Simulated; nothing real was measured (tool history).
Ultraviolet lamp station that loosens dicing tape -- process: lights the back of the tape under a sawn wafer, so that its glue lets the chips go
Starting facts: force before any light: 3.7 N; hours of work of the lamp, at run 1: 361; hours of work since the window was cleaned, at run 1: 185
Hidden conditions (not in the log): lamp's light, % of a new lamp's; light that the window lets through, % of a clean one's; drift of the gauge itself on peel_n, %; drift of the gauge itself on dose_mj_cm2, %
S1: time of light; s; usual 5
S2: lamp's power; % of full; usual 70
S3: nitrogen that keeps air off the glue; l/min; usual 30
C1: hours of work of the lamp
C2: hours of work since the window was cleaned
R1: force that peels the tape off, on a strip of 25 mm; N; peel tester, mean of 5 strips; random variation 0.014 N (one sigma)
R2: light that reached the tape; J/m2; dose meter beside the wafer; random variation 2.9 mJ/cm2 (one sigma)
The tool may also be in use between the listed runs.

| run | hour | S1 | S2 | S3 | C1 | C2 | R1 | R2 |
|---|---|---|---|---|---|---|---|---|
| 1 | 0 | 5 | 70 | 30 | 361 | 185 | 0.843 | 3640 |
| 2 | 10.9 | 5 | 70 | 30 | 368 | 192 | 0.833 | 3570 |
| 3 | 23.3 | 9 | 70 | 30 | 377 | 201 | 0.348 | 6400 |
| 4 | 36.7 | 5 | 70 | 30 | 387 | 211 | 0.859 | 3490 |
| 5 | 46.4 | 5 | 70 | 30 | 394 | 218 | 0.876 | 3500 |
| 6 | 52.9 | 2 | 70 | 30 | 398 | 222 | 2.045 | 1400 |
| 7 | 62.1 | 2 | 70 | 30 | 405 | 229 | 2 | 1440 |
| 8 | 77.9 | 5 | 70 | 30 | 416 | 240 | 0.904 | 3450 |
| 9 | 86.7 | 5 | 70 | 30 | 422 | 246 | 0.893 | 3470 |
| 10 | 93.3 | 5 | 67 | 30 | 427 | 251 | 0.939 | 3290 |
| 11 | 100.2 | 8 | 67 | 30 | 432 | 256 | 0.487 | 5320 |
| 12 | 114.5 | 8 | 67 | 30 | 442 | 266 | 0.491 | 5210 |
| 13 | 122.4 | 5 | 66 | 30 | 448 | 272 | 0.989 | 3180 |
| 14 | 134.3 | 5 | 70 | 30 | 456 | 280 | 0.89 | 3370 |
| 15 | 144.9 | 5 | 70 | 37 | 464 | 288 | 0.841 | 3360 |
| 16 | 158.1 | 5 | 70 | 33 | 473 | 297 | 0.882 | 3300 |
| 17 | 174.4 | 5 | 70 | 33 | 485 | 309 | 0.894 | 3300 |
| 18 | 186.5 | 7 | 92 | 33 | 493 | 317 | 0.373 | 6120 |
| 19 | 194.1 | 5 | 76 | 50 | 499 | 323 | 0.666 | 3580 |
|  | 195.7 | window cleaned of glue's vapour |
| 20 | 209.1 | 6 | 67 | 9 | 509 | 9 | 1.4 | 3570 |
| 21 | 223.8 | 6 | 67 | 9 | 520 | 20 | 1.469 | 3580 |
| 22 | 234.3 | 4 | 70 | 23 | 527 | 27 | 1.475 | 2450 |
| 23 | 241.4 | 4 | 85 | 13 | 532 | 33 | 1.503 | 3020 |
| 24 | 253.8 | 6 | 92 | 20 | 541 | 41 | 0.687 | 4840 |
| 25 | 265.3 | 3 | 83 | 16 | 549 | 50 | 1.8 | 2150 |
|  | 272.1 | window cleaned of glue's vapour, once more |
| 26 | 281 | 3 | 83 | 16 | 560 | 6 | 1.626 | 2490 |
| 27 | 290.2 | 2 | 91 | 55 | 566 | 13 | 1.466 | 1800 |
| 28 | 301.7 | 4 | 72 | 40 | 575 | 21 | 1.002 | 2870 |
| 29 | 311.5 | 4 | 72 | 40 | 582 | 28 | 0.973 | 2860 |
| 30 | 326.1 | 2 | 72 | 14 | 592 | 38 | 2.367 | 1400 |
| 31 | 338.1 | 2 | 72 | 14 | 601 | 47 | 2.419 | 1400 |

The logged runs with the hidden state left out (each run's random variation unchanged):
| run | R1 | R2 |
|---|---|---|
| 1 | 0.651 | 4380 |
| 2 | 0.639 | 4320 |
| 3 | 0.266 | 7780 |
| 4 | 0.649 | 4280 |
| 5 | 0.66 | 4310 |
| 6 | 1.781 | 1720 |
| 7 | 1.738 | 1770 |
| 8 | 0.668 | 4300 |
| 9 | 0.658 | 4340 |
| 10 | 0.692 | 4130 |
| 11 | 0.342 | 6700 |
| 12 | 0.346 | 6610 |
| 13 | 0.723 | 4050 |
| 14 | 0.634 | 4320 |
| 15 | 0.589 | 4330 |
| 16 | 0.617 | 4280 |
| 17 | 0.618 | 4310 |
| 18 | 0.26 | 8020 |
| 19 | 0.443 | 4710 |
| 20 | 1.002 | 4930 |
| 21 | 1.047 | 4960 |
| 22 | 1.041 | 3430 |
| 23 | 1.068 | 4230 |
| 24 | 0.411 | 6820 |
| 25 | 1.345 | 3070 |
| 26 | 1.352 | 3070 |
| 27 | 1.186 | 2240 |
| 28 | 0.755 | 3580 |
| 29 | 0.725 | 3570 |
| 30 | 2.108 | 1770 |
| 31 | 2.149 | 1770 |

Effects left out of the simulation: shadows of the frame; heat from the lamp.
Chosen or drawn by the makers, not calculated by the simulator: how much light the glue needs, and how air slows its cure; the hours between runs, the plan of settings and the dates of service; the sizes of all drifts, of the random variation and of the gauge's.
